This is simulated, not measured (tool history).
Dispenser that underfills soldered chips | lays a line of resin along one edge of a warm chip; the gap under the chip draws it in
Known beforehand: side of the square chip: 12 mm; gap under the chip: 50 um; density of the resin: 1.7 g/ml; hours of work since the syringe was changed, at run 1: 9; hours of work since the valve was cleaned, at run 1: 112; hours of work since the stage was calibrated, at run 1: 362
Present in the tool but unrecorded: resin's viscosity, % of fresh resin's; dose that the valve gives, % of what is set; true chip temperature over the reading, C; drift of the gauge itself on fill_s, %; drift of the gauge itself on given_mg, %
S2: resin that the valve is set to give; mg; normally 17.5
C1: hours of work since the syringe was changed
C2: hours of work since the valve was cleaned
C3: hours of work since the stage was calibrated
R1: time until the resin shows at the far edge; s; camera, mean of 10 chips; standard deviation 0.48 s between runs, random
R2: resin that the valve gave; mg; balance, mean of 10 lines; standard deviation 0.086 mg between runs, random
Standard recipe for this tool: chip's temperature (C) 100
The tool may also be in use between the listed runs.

run 1 day=0.000 | chip's_temperature_(C)=100 S2=17.5 | C1=9 C2=112 C3=362 | R1=52.7 R2=16.56
-- day=0.179 new syringe of resin
run 2 day=0.454 | chip's_temperature_(C)=100 S2=17.5 | C1=4 C2=119 C3=370 | R1=44.0 R2=16.27
-- day=0.900 new syringe of resin
run 3 day=1.000 | chip's_temperature_(C)=100 S2=17.5 | C1=2 C2=128 C3=378 | R1=39.2 R2=16.16
-- day=1.612 new syringe of resin
run 4 day=1.700 | chip's_temperature_(C)=100 S2=17.5 | C1=1 C2=139 C3=389 | R1=37.3 R2=16.30
-- day=2.012 dispensing valve cleaned and set on the balance
-- day=2.362 new syringe of resin
run 5 day=2.421 | chip's_temperature_(C)=100 S2=17.5 | C1=1 C2=6 C3=400 | R1=37.0 R2=17.32
-- day=3.112 new syringe of resin
run 6 day=3.112 | chip's_temperature_(C)=100 S2=17.5 | C1=0 C2=17 C3=411 | R1=35.7 R2=17.33
-- day=3.833 new syringe of resin
run 7 day=3.833 | chip's_temperature_(C)=100 S2=17.5 | C1=0 C2=29 C3=422 | R1=34.9 R2=17.21
run 8 day=4.267 | chip's_temperature_(C)=93 S2=17.5 | C1=7 C2=36 C3=429 | R1=65.4 R2=17.14
-- day=4.558 new syringe of resin
run 9 day=4.962 | chip's_temperature_(C)=93 S2=17.5 | C1=7 C2=47 C3=440 | R1=65.5 R2=17.18
-- day=5.296 new syringe of resin
run 10 day=5.446 | chip's_temperature_(C)=93 S2=17.5 | C1=2 C2=54 C3=448 | R1=52.5 R2=17.10
-- day=6.017 new syringe of resin
run 11 day=6.179 | chip's_temperature_(C)=109 S2=15.9 | C1=3 C2=66 C3=459 | R1=27.9 R2=15.25
-- day=6.725 new syringe of resin
run 12 day=6.846 | chip's_temperature_(C)=109 S2=15.9 | C1=2 C2=76 C3=470 | R1=26.9 R2=15.25
-- day=7.162 stage's temperature calibrated
run 13 day=7.225 | chip's_temperature_(C)=109 S2=19.5 | C1=7 C2=82 C3=1 | R1=35.3 R2=18.60
-- day=7.529 new syringe of resin
run 14 day=7.567 | chip's_temperature_(C)=91 S2=15.1 | C1=1 C2=87 C3=6 | R1=62.0 R2=14.38
run 15 day=8.092 | chip's_temperature_(C)=110 S2=22.2 | C1=9 C2=96 C3=15 | R1=36.6 R2=21.09

Forecast each of these 4 alternatives for the next run:
-- day=8.242 new syringe of resin
run A day=8.600 | chip's_temperature_(C)=91 S2=16.1 | C1=6 C2=104 C3=23 | R1=? R2=?
-- day=8.242 new syringe of resin
run B day=8.600 | chip's_temperature_(C)=102 S2=18.6 | C1=6 C2=104 C3=23 | R1=? R2=?
-- day=8.242 new syringe of resin
run C day=8.600 | chip's_temperature_(C)=94 S2=15.8 | C1=6 C2=104 C3=23 | R1=? R2=?
-- day=8.242 new syringe of resin
run D day=8.600 | chip's_temperature_(C)=110 S2=15.5 | C1=6 C2=104 C3=23 | R1=? R2=?

run=A R1=75.6 R2=15.08
run=B R1=45.3 R2=17.45
run=C R1=68.3 R2=14.88
run=D R1=33.6 R2=14.56
With no hidden state in the tool, these same runs would have given:
run=A R1=56.2 R2=16.00
run=B R1=33.9 R2=18.51
run=C R1=50.6 R2=15.79
run=D R1=24.9 R2=15.45

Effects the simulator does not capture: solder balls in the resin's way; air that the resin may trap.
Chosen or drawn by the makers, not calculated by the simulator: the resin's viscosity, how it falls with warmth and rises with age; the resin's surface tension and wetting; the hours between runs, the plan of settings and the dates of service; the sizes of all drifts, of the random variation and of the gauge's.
